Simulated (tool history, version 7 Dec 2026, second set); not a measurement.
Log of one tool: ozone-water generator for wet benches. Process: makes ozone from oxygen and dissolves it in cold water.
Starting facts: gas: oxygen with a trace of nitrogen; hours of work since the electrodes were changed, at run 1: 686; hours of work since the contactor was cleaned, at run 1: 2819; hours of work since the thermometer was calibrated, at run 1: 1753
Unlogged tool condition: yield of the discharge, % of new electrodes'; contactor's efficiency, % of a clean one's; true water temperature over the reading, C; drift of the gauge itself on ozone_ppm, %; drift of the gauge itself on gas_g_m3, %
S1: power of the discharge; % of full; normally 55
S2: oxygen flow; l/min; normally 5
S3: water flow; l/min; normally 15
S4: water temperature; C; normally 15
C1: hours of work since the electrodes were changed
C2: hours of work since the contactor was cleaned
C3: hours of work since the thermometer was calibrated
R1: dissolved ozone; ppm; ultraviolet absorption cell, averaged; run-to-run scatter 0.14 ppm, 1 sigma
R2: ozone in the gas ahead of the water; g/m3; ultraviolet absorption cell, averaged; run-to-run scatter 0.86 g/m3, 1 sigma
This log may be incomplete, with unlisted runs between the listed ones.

| run | day | S1 | S2 | S3 | S4 | C1 | C2 | C3 | R1 | R2 |
|---|---|---|---|---|---|---|---|---|---|---|
| 1 | 0 | 55 | 5 | 15 | 15 | 686 | 2819 | 1753 | 16.4 | 138.6 |
| 2 | 1.738 | 79 | 5 | 15 | 15 | 718 | 2852 | 1786 | 19.9 | 166.9 |
| 3 | 3.479 | 79 | 5 | 15 | 15 | 751 | 2885 | 1819 | 19.8 | 163.7 |
| 4 | 6.521 | 79 | 5 | 15 | 15 | 808 | 2942 | 1876 | 19.6 | 165 |
| 5 | 8.617 | 79 | 5 | 15 | 15 | 847 | 2981 | 1915 | 19.7 | 164.9 |
| 6 | 9.962 | 79 | 5 | 15 | 15 | 872 | 3006 | 1940 | 19.5 | 164.8 |
| 7 | 12.033 | 79 | 5 | 15 | 15 | 911 | 3045 | 1979 | 19.4 | 163.6 |
| 8 | 13.833 | 79 | 5 | 15 | 15 | 945 | 3079 | 2013 | 19.6 | 163.7 |
| 9 | 15.792 | 79 | 8.79 | 15 | 21 | 982 | 3116 | 2050 | 16.5 | 122.6 |
| 10 | 17.392 | 55 | 3.38 | 18 | 8 | 1012 | 3146 | 2080 | 14.4 | 167.3 |
| 11 | 20.338 | 41 | 5 | 9 | 10 | 1067 | 3201 | 2135 | 21.5 | 115.9 |
| 12 | 23.592 | 64 | 6.24 | 22 | 14 | 1128 | 3262 | 2196 | 13.2 | 130.1 |
| 13 | 24.946 | 81 | 6.24 | 22 | 8 | 1154 | 3287 | 2221 | 16 | 148.1 |
| 14 | 28.212 | 78 | 5.42 | 11 | 8 | 1215 | 3349 | 2283 | 26.6 | 154.5 |
| 15 | 31.054 | 72 | 5.42 | 11 | 8 | 1268 | 3402 | 2336 | 25.5 | 147 |
| 16 | 32.767 | 72 | 5.42 | 11 | 8 | 1300 | 3434 | 2368 | 25.3 | 148.3 |

Below are 5 alternative next runs, each starting from the tool's condition after run 16. Predict each:
| A | 34.167 | 64 | 6.68 | 20 | 15 | 1327 | 3460 | 2394 | ? | ? |
| B | 34.167 | 72 | 7.52 | 11 | 8 | 1327 | 3460 | 2394 | ? | ? |
| C | 34.167 | 60 | 4.54 | 9 | 8 | 1327 | 3460 | 2394 | ? | ? |
| D | 34.167 | 94 | 5 | 15 | 12 | 1327 | 3460 | 2394 | ? | ? |
| E | 34.167 | 55 | 5 | 11 | 12 | 1327 | 3460 | 2394 | ? | ? |

| run | R1 | R2 |
|---|---|---|
| A | 13.9 | 123.9 |
| B | 24.8 | 124.9 |
| C | 26.6 | 148.6 |
| D | 21.6 | 175.4 |
| E | 20.9 | 135.7 |
With no hidden state in the tool, these same runs would have given:
| run | R1 | R2 |
|---|---|---|
| A | 14.9 | 128.8 |
| B | 26.6 | 130.1 |
| C | 28.4 | 154.2 |
| D | 23.4 | 183.8 |
| E | 22.3 | 140.6 |

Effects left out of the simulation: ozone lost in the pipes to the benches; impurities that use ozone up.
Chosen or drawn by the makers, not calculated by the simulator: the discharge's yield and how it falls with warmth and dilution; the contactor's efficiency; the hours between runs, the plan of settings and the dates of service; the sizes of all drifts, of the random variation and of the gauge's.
